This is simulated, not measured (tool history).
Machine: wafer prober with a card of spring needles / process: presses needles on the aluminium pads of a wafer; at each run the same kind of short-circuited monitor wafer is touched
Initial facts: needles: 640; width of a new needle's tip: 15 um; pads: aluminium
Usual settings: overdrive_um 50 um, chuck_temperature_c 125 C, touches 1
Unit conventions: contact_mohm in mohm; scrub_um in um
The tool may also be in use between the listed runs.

| run | hour | overdrive_um | chuck_temperature_c | touches | contact_mohm | scrub_um |
|---|---|---|---|---|---|---|
| 1 | 0.0 | 50 | 125 | 1 | 217 | 11.79 |
| 2 | 20.0 | 50 | 125 | 1 | 220 | 11.77 |
| 3 | 36.0 | 50 | 125 | 1 | 219 | 11.77 |
| 4 | 64.1 | 50 | 125 | 1 | 222 | 11.75 |
| 5 | 81.8 | 50 | 125 | 1 | 220 | 11.72 |
| 6 | 104.4 | 50 | 125 | 1 | 217 | 11.70 |
| 7 | 136.0 | 50 | 125 | 1 | 220 | 11.68 |
| 8 | 149.8 | 50 | 125 | 1 | 223 | 11.64 |
| 9 | 181.7 | 50 | 125 | 1 | 219 | 11.54 |
| 10 | 195.4 | 50 | 125 | 1 | 223 | 11.70 |
| 11 | 212.2 | 50 | 125 | 1 | 216 | 11.57 |
| 12 | 231.1 | 50 | 49 | 1 | 201 | 11.56 |
| 13 | 257.2 | 50 | 49 | 1 | 201 | 11.60 |
| 14 | 272.5 | 50 | 49 | 1 | 202 | 11.52 |
| 15 | 300.1 | 50 | 49 | 1 | 204 | 11.50 |
| 16 | 328.5 | 42 | 125 | 1 | 225 | 9.89 |
| 17 | 350.2 | 47 | 39 | 1 | 200 | 11.09 |
| 18 | 364.2 | 47 | 39 | 1 | 202 | 11.01 |
| 19 | 386.9 | 47 | 47 | 2 | 204 | 11.01 |
| 20 | 404.9 | 47 | 47 | 2 | 203 | 10.96 |
| 21 | 426.9 | 37 | 45 | 1 | 211 | 8.67 |
| 22 | 452.3 | 37 | 45 | 1 | 209 | 8.66 |
| 23 | 468.4 | 50 | 100 | 3 | 210 | 11.64 |
| 24 | 485.4 | 50 | 100 | 3 | 211 | 11.65 |
| 25 | 511.7 | 32 | 100 | 3 | 229 | 7.47 |
| 26 | 532.2 | 42 | 37 | 1 | 204 | 9.75 |
| 27 | 557.4 | 67 | 37 | 1 | 193 | 15.44 |
| 28 | 580.0 | 67 | 37 | 1 | 192 | 15.47 |
| 29 | 599.7 | 67 | 37 | 1 | 192 | 15.46 |
| 30 | 616.1 | 67 | 37 | 1 | 192 | 15.48 |
| 31 | 635.8 | 67 | 37 | 1 | 192 | 15.39 |
| 32 | 661.6 | 67 | 37 | 1 | 191 | 15.41 |

Not shown here: 36 entries made in the log between runs. Locate each between two listed runs and compare the hidden state at the listed run before it with the hidden state at the listed run after it:
In the gap between runs 1 and 2: tips cleaned on abrasive film (hour 18.7)
  debris on the tips, nm: 0.3 -> 0.2; drift of the gauge itself on scrub_um, %: 0 -> -0.14
  measured less the result without the state, scrub_um: +0.00 -> -0.02 um
In the gap between runs 3 and 4: tips cleaned on abrasive film (hour 38.8); tips cleaned on abrasive film (hour 59.0)
  debris on the tips, nm: 0.8 -> 0.4; drift of the gauge itself on scrub_um, %: -0.25 -> -0.45
  measured less the result without the state, scrub_um: -0.03 -> -0.05 um
In the gap between runs 4 and 5: tips cleaned on abrasive film (hour 78.1)
  debris on the tips, nm: 0.4 -> 0.3; drift of the gauge itself on scrub_um, %: -0.45 -> -0.58
  measured less the result without the state, scrub_um: -0.05 -> -0.07 um
In the gap between runs 5 and 6: tips cleaned on abrasive film (hour 96.8)
  debris on the tips, nm: 0.3 -> 0.5; drift of the gauge itself on scrub_um, %: -0.58 -> -0.74
  measured less the result without the state, scrub_um: -0.07 -> -0.09 um
In the gap between runs 6 and 7: tips cleaned on abrasive film (hour 117.0); tips cleaned on abrasive film (hour 136.0)
  debris on the tips, nm: 0.5 -> 0; drift of the gauge itself on scrub_um, %: -0.74 -> -0.96
  measured less the result without the state, scrub_um: -0.09 -> -0.12 um
In the gap between runs 8 and 9: tips cleaned on abrasive film (hour 156.3); tips cleaned on abrasive film (hour 175.0)
  debris on the tips, nm: 0.7 -> 0.5; drift of the gauge itself on scrub_um, %: -1.06 -> -1.28
  measured less the result without the state, scrub_um: -0.12 -> -0.15 um
In the gap between runs 9 and 10: tips cleaned on abrasive film (hour 193.7)
  debris on the tips, nm: 0.5 -> 0.2; drift of the gauge itself on scrub_um, %: -1.28 -> -1.38
  measured less the result without the state, scrub_um: -0.15 -> -0.17 um
In the gap between runs 10 and 11: tips cleaned on abrasive film (hour 212.2)
  debris on the tips, nm: 0.2 -> 0; drift of the gauge itself on scrub_um, %: -1.38 -> -1.5
  measured less the result without the state, scrub_um: -0.17 -> -0.18 um
In the gap between runs 11 and 12: tips cleaned on abrasive film (hour 231.1)
  debris on the tips, nm: 0 -> 0.1; drift of the gauge itself on scrub_um, %: -1.5 -> -1.63
  measured less the result without the state, scrub_um: -0.18 -> -0.19 um
In the gap between runs 12 and 13: tips cleaned on abrasive film (hour 251.8)
  debris on the tips, nm: 0.1 -> 0.5; drift of the gauge itself on scrub_um, %: -1.63 -> -1.81
  measured less the result without the state, scrub_um: -0.19 -> -0.22 um
In the gap between runs 13 and 14: tips cleaned on abrasive film (hour 270.8)
  debris on the tips, nm: 0.5 -> 0.2; tips' diameter, um: 15 -> 15.01; drift of the gauge itself on scrub_um, %: -1.81 -> -1.92
  measured less the result without the state, scrub_um: -0.22 -> -0.23 um
In the gap between runs 14 and 15: tips cleaned on abrasive film (hour 291.3)
  debris on the tips, nm: 0.2 -> 0.6; drift of the gauge itself on scrub_um, %: -1.92 -> -2.12
  measured less the result without the state, scrub_um: -0.23 -> -0.25 um
In the gap between runs 15 and 16: height of the first contact set anew (hour 302.3); gauge calibrated (hour 308.3); tips cleaned on abrasive film (hour 310.9)
  debris on the tips, nm: 0.6 -> 0.8; drift of the gauge itself on scrub_um, %: -2.12 -> -0.14
  measured less the result without the state, scrub_um: -0.25 -> -0.02 um
In the gap between runs 16 and 17: tips cleaned on abrasive film (hour 331.5); tips cleaned on abrasive film (hour 350.2)
  debris on the tips, nm: 0.8 -> 0.1; drift of the gauge itself on scrub_um, %: -0.14 -> -0.3
  measured less the result without the state, scrub_um: -0.02 -> -0.03 um
In the gap between runs 18 and 19: tips cleaned on abrasive film (hour 370.2)
  drift of the gauge itself on scrub_um, %: -0.39 -> -0.55
  measured less the result without the state, scrub_um: -0.04 -> -0.06 um
In the gap between runs 19 and 20: tips cleaned on abrasive film (hour 389.1)
  drift of the gauge itself on scrub_um, %: -0.55 -> -0.68
  measured less the result without the state, scrub_um: -0.06 -> -0.08 um
In the gap between runs 20 and 21: tips cleaned on abrasive film (hour 408.9)
  debris on the tips, nm: 0.7 -> 0.8; drift of the gauge itself on scrub_um, %: -0.68 -> -0.84
  measured less the result without the state, scrub_um: -0.08 -> -0.07 um
In the gap between runs 21 and 22: tips cleaned on abrasive film (hour 428.8); tips cleaned on abrasive film (hour 448.0)
  debris on the tips, nm: 0.8 -> 0.4; drift of the gauge itself on scrub_um, %: -0.84 -> -1.02
  measured less the result without the state, scrub_um: -0.07 -> -0.09 um
In the gap between runs 22 and 23: tips cleaned on abrasive film (hour 468.2)
  debris on the tips, nm: 0.4 -> 0.1; drift of the gauge itself on scrub_um, %: -1.02 -> -1.13
  measured less the result without the state, scrub_um: -0.09 -> -0.13 um
In the gap between runs 24 and 25: tips cleaned on abrasive film (hour 486.9); tips cleaned on abrasive film (hour 507.0)
  debris on the tips, nm: 0.8 -> 0.4; drift of the gauge itself on scrub_um, %: -1.25 -> -1.43
  measured less the result without the state, scrub_um: -0.15 -> -0.11 um
In the gap between runs 25 and 26: tips cleaned on abrasive film (hour 526.7)
  debris on the tips, nm: 0.4 -> 0.5; drift of the gauge itself on scrub_um, %: -1.43 -> -1.58
  measured less the result without the state, scrub_um: -0.11 -> -0.16 um
In the gap between runs 26 and 27: tips cleaned on abrasive film (hour 546.5)
  debris on the tips, nm: 0.5 -> 0.6; drift of the gauge itself on scrub_um, %: -1.58 -> -1.76
  measured less the result without the state, scrub_um: -0.16 -> -0.28 um
In the gap between runs 27 and 28: tips cleaned on abrasive film (hour 566.1)
  debris on the tips, nm: 0.6 -> 0.7; drift of the gauge itself on scrub_um, %: -1.76 -> -1.92
  measured less the result without the state, scrub_um: -0.28 -> -0.30 um
In the gap between runs 28 and 29: tips cleaned on abrasive film (hour 584.7)
  drift of the gauge itself on scrub_um, %: -1.92 -> -2.06
  measured less the result without the state, scrub_um: -0.30 -> -0.33 um
In the gap between runs 29 and 30: tips cleaned on abrasive film (hour 603.5)
  drift of the gauge itself on scrub_um, %: -2.06 -> -2.17
  measured less the result without the state, scrub_um: -0.33 -> -0.34 um
In the gap between runs 30 and 31: tips cleaned on abrasive film (hour 622.6)
  drift of the gauge itself on scrub_um, %: -2.17 -> -2.31
  measured less the result without the state, scrub_um: -0.34 -> -0.37 um
In the gap between runs 31 and 32: tips cleaned on abrasive film (hour 642.3); tips cleaned on abrasive film (hour 660.9)
  debris on the tips, nm: 0.7 -> 0.1; drift of the gauge itself on scrub_um, %: -2.31 -> -2.49
  measured less the result without the state, scrub_um: -0.37 -> -0.39 um
